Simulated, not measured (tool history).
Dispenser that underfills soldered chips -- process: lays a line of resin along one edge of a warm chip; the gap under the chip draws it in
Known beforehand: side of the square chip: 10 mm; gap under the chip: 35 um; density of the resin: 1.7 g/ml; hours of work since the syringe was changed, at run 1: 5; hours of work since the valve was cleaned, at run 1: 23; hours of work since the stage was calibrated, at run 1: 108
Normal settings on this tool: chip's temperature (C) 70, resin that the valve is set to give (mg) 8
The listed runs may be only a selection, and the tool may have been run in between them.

run,hour,chip's temperature (C),resin that the valve is set to give (mg),hours of work since the syringe was changed,hours of work since the valve was cleaned,hours of work since the stage was calibrated,time until the resin shows at the far edge (s),resin that the valve gave (mg)
1,0,70,8,5,23,108,101.4,7.89
# hour 3: new syringe of resin
2,3.8,70,8,1,25,111,83.2,7.75
3,6.8,70,8,3,27,113,91.1,7.76
4,11.7,70,8,6,30,116,101.9,7.77
# hour 13.5: new syringe of resin
5,17.6,70,8,3,34,120,89.7,7.83
6,20.9,70,8.21,5,37,122,96.6,7.95
# hour 24.3: new syringe of resin
7,25,70,8.21,1,39,125,84.2,7.99
8,30.4,76,9.26,4,43,129,77.2,8.96
# hour 34.9: new syringe of resin
9,35.5,75,9.37,0,46,132,69.7,9.09
10,39.9,68,6.99,3,49,135,104.6,6.61
11,44.9,68,6.99,7,53,139,117.4,6.69
# hour 45.6: new syringe of resin
12,50.9,59,10.03,4,57,142,126.2,9.6
# hour 56.3: new syringe of resin
13,56.4,55,8,0,60,146,132.9,7.53

3 options for the next run, each taken on its own from the tool as it stands now. Forecast them:
A,59.4,85,8,2,62,148,?,?
B,59.4,69,9.64,2,62,148,?,?
C,59.4,79,7.6,2,62,148,?,?

run,time until the resin shows at the far edge (s),resin that the valve gave (mg)
A,54.8,7.67
B,86.3,9.11
C,68,7.28
Stripped of hidden state, with their random variation kept, the same runs would have yielded:
run,time until the resin shows at the far edge (s),resin that the valve gave (mg)
A,51.6,8.08
B,82.1,9.61
C,63.9,7.68
